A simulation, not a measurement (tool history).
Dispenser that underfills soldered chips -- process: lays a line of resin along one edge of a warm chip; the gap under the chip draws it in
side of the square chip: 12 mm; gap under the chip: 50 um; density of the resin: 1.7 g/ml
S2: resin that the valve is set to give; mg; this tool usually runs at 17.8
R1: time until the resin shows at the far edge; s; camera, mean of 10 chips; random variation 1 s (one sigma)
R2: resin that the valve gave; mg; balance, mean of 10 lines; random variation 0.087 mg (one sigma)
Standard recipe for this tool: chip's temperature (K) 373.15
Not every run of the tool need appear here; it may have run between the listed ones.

run 1 hour=0 | chip's_temperature_(K)=373.15 S2=17.8 | R1=159.3 R2=17.46
-- hour=1.5 new syringe of resin
run 2 hour=8.7 | chip's_temperature_(K)=373.15 S2=21.2 | R1=152.7 R2=20.87
-- hour=11.2 new syringe of resin
run 3 hour=15.1 | chip's_temperature_(K)=373.15 S2=21.2 | R1=120.3 R2=20.6
-- hour=20.6 new syringe of resin
run 4 hour=20.8 | chip's_temperature_(K)=374.15 S2=17.8 | R1=95.4 R2=17.28
-- hour=29.7 new syringe of resin
run 5 hour=30.1 | chip's_temperature_(K)=374.15 S2=17.8 | R1=101 R2=17.39
run 6 hour=36.1 | chip's_temperature_(K)=376.15 S2=17.8 | R1=128.4 R2=17.09
-- hour=38.9 new syringe of resin
run 7 hour=43.2 | chip's_temperature_(K)=373.15 S2=17.8 | R1=129.4 R2=17.17
-- hour=48.1 new syringe of resin
run 8 hour=49.8 | chip's_temperature_(K)=363.15 S2=17.8 | R1=175.4 R2=17.05
-- hour=57.3 new syringe of resin
run 9 hour=57.3 | chip's_temperature_(K)=363.15 S2=17.8 | R1=157.6 R2=17.07
run 10 hour=62.2 | chip's_temperature_(K)=363.15 S2=17.8 | R1=211.6 R2=16.88
-- hour=66.6 new syringe of resin
run 11 hour=67.6 | chip's_temperature_(K)=363.15 S2=17.8 | R1=169.6 R2=16.89
run 12 hour=73.5 | chip's_temperature_(K)=363.15 S2=17.8 | R1=239.7 R2=17
-- hour=76 new syringe of resin
run 13 hour=78 | chip's_temperature_(K)=363.15 S2=15.2 | R1=190 R2=14.24
-- hour=85.2 new syringe of resin
run 14 hour=85.2 | chip's_temperature_(K)=377.15 S2=20.9 | R1=83.4 R2=19.56
run 15 hour=91 | chip's_temperature_(K)=385.15 S2=15.2 | R1=91.5 R2=14.38
-- hour=94.6 new syringe of resin
run 16 hour=99.2 | chip's_temperature_(K)=385.15 S2=15.2 | R1=85.9 R2=14.11
-- hour=104.2 new syringe of resin
run 17 hour=106.5 | chip's_temperature_(K)=368.15 S2=22.6 | R1=141 R2=21.02
-- hour=113.7 new syringe of resin
run 18 hour=115.2 | chip's_temperature_(K)=385.15 S2=17.8 | R1=68.6 R2=16.37
run 19 hour=121.5 | chip's_temperature_(K)=385.15 S2=17.8 | R1=102.2 R2=16.46
-- hour=123.1 new syringe of resin
run 20 hour=126.8 | chip's_temperature_(K)=382.15 S2=21.6 | R1=87 R2=20.05
-- hour=132.3 new syringe of resin
run 21 hour=134.3 | chip's_temperature_(K)=377.15 S2=18.3 | R1=98.6 R2=16.71
-- hour=141.7 new syringe of resin
run 22 hour=141.7 | chip's_temperature_(K)=366.15 S2=17.4 | R1=142.6 R2=15.9
run 23 hour=149.1 | chip's_temperature_(K)=384.15 S2=22.6 | R1=98 R2=20.47
-- hour=150.8 new syringe of resin
run 24 hour=153.4 | chip's_temperature_(K)=383.15 S2=15.8 | R1=84.1 R2=14.35
-- hour=160.1 new syringe of resin
run 25 hour=160.1 | chip's_temperature_(K)=386.15 S2=19.5 | R1=59.8 R2=17.71

4 options for the next run, each taken on its own from the tool as it stands now. Forecast them:
run A hour=165 | chip's_temperature_(K)=361.15 S2=17.8 | R1=? R2=?
run B hour=165 | chip's_temperature_(K)=371.15 S2=15.5 | R1=? R2=?
run C hour=165 | chip's_temperature_(K)=386.15 S2=15.3 | R1=? R2=?
run D hour=165 | chip's_temperature_(K)=366.15 S2=19.5 | R1=? R2=?

run=A R1=241.2 R2=16.03
run=B R1=163.8 R2=14.02
run=C R1=87.1 R2=13.94
run=D R1=186.2 R2=17.49
The same runs, with their run-to-run variation unchanged, on a tool lacking any hidden condition would have given:
run=A R1=172 R2=17.76
run=B R1=115.2 R2=15.54
run=C R1=61.2 R2=15.44
run=D R1=134.1 R2=19.38
